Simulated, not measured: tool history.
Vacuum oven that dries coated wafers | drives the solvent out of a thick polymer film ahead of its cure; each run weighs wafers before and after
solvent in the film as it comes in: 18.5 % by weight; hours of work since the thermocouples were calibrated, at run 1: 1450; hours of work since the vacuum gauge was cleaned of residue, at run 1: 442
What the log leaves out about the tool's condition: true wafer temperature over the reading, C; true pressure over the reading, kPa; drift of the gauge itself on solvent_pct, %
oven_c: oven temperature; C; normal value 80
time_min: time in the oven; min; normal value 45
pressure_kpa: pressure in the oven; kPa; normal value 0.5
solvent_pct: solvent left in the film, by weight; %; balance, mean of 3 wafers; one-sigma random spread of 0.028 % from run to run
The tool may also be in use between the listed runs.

run   hour  oven_c  time_min  pressure_kpa  hours of work since the thermocouples were calibrated  hours of work since the vacuum gauge was cleaned of residue  solvent_pct
  1      0      80        45           0.5                                                   1450                                                          442         1.81
  2   47.4      80        45           0.5                                                   1488                                                          480          1.7
  3   84.1      80        45           0.5                                                   1518                                                          509         1.69
  4  122.4      80        45           0.5                                                   1548                                                          540         1.72
  5  179.4      80        45           0.5                                                   1594                                                          585          1.7
  6  242.9      80        50           0.5                                                   1645                                                          636         1.34
  7  276.6      86        48         0.385                                                   1672                                                          663         0.67
  8  321.4      86        70         1.047                                                   1707                                                          699         0.52
     352.2  -- oven's thermocouples calibrated
  9  364.3      82        38           0.5                                                     10                                                          732         2.48
 10  420.1      82        38           0.5                                                     54                                                          776         2.46
 11  477.3      89        24          1.75                                                    100                                                          822         3.29

Results for each run, recomputed without the tool's hidden state and with each run's random variation untouched:
run  solvent_pct
  1          2.3
  2         2.19
  3          2.2
  4         2.24
  5         2.23
  6          1.8
  7         0.95
  8         0.63
  9         2.48
 10         2.48
 11         3.34

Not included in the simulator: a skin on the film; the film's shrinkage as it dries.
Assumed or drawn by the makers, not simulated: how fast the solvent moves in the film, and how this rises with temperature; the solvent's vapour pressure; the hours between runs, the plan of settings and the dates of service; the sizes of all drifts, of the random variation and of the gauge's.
